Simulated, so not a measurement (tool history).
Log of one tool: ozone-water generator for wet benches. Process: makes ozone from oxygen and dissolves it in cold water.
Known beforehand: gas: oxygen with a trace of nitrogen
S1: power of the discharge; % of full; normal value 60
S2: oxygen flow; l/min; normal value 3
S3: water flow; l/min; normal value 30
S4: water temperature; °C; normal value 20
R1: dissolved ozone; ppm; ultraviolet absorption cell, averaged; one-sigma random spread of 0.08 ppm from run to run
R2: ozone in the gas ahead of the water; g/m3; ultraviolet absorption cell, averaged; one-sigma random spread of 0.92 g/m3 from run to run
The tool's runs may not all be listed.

run 1 hour=0 | S1=60 S2=3 S3=30 S4=20 | R1=6.66 R2=148.1
run 2 hour=81.2 | S1=53 S2=3 S3=30 S4=20 | R1=6.05 R2=135.5
run 3 hour=214.2 | S1=53 S2=3 S3=30 S4=18 | R1=6.22 R2=135.2
run 4 hour=346.7 | S1=53 S2=3 S3=30 S4=18 | R1=6.29 R2=134.4
run 5 hour=480.4 | S1=53 S2=3 S3=30 S4=18 | R1=6.08 R2=136.8
run 6 hour=549.7 | S1=53 S2=3 S3=30 S4=18 | R1=6.14 R2=135.3
run 7 hour=705.2 | S1=74 S2=3 S3=30 S4=18 | R1=7.64 R2=168.1
run 8 hour=849 | S1=60 S2=3 S3=30 S4=17 | R1=6.58 R2=145.2
run 9 hour=984.2 | S1=60 S2=3 S3=30 S4=17 | R1=6.59 R2=146.1
run 10 hour=1118.2 | S1=45 S2=3 S3=30 S4=17 | R1=5.39 R2=118.8
run 11 hour=1250.9 | S1=60 S2=3 S3=28 S4=20 | R1=6.94 R2=145.7
run 12 hour=1371.8 | S1=60 S2=3 S3=30 S4=23 | R1=6.34 R2=144.9
-- hour=1384.8 water thermometer calibrated
run 13 hour=1470.6 | S1=60 S2=3 S3=30 S4=23 | R1=6.23 R2=147
run 14 hour=1627.6 | S1=60 S2=3 S3=30 S4=20 | R1=6.56 R2=144.8
run 15 hour=1726.2 | S1=60 S2=3 S3=30 S4=20 | R1=6.39 R2=145.2
run 16 hour=1802.3 | S1=60 S2=3 S3=42 S4=20 | R1=4.5 R2=145.1
-- hour=1874.6 water thermometer calibrated, once more
run 17 hour=1930.3 | S1=60 S2=3 S3=42 S4=20 | R1=4.35 R2=145.3
run 18 hour=2011.8 | S1=60 S2=1.91 S3=30 S4=20 | R1=5.95 R2=192
run 19 hour=2093.5 | S1=46 S2=3.71 S3=26 S4=22 | R1=6.19 R2=107
run 20 hour=2254.2 | S1=46 S2=3.71 S3=26 S4=22 | R1=6.22 R2=105.6
run 21 hour=2395.5 | S1=46 S2=3.71 S3=26 S4=22 | R1=6.12 R2=106
run 22 hour=2484.1 | S1=61 S2=1.87 S3=47 S4=16 | R1=3.57 R2=196.2
run 23 hour=2583.9 | S1=60 S2=3 S3=24 S4=14 | R1=8.33 R2=144.2
run 24 hour=2660.8 | S1=43 S2=1.54 S3=21 S4=21 | R1=6.65 R2=175.3
run 25 hour=2786 | S1=43 S2=1.54 S3=21 S4=21 | R1=6.43 R2=173.4
run 26 hour=2889.9 | S1=94 S2=5.06 S3=23 S4=25 | R1=10.48 R2=140.7
run 27 hour=3041 | S1=94 S2=5.06 S3=23 S4=25 | R1=10.48 R2=139.6
run 28 hour=3149.1 | S1=79 S2=3 S3=42 S4=22 | R1=5.24 R2=172.3
run 29 hour=3279 | S1=42 S2=3 S3=30 S4=28 | R1=4.63 R2=112.5
run 30 hour=3406.4 | S1=80 S2=5.24 S3=47 S4=14 | R1=5.32 R2=123.4
run 31 hour=3487.2 | S1=80 S2=5.24 S3=47 S4=14 | R1=5.42 R2=121.5
run 32 hour=3570.8 | S1=80 S2=5.24 S3=39 S4=20 | R1=6.06 R2=123.3
run 33 hour=3638.1 | S1=55 S2=2.65 S3=35 S4=20 | R1=4.96 R2=146.2

What if the next run were any one of these 3? Each begins from the tool's condition after run 33:
run A hour=3737.3 | S1=55 S2=2.75 S3=35 S4=20 | R1=? R2=?
run B hour=3737.3 | S1=60 S2=4.56 S3=19 S4=15 | R1=? R2=?
run C hour=3737.3 | S1=89 S2=3 S3=30 S4=20 | R1=? R2=?

run=A R1=4.75 R2=142.9
run=B R1=10.35 R2=110.1
run=C R1=8 R2=183.3
Without the tool's hidden state the same runs would have given:
run=A R1=5.24 R2=154
run=B R1=11.4 R2=119.2
run=C R1=9.05 R2=203.5

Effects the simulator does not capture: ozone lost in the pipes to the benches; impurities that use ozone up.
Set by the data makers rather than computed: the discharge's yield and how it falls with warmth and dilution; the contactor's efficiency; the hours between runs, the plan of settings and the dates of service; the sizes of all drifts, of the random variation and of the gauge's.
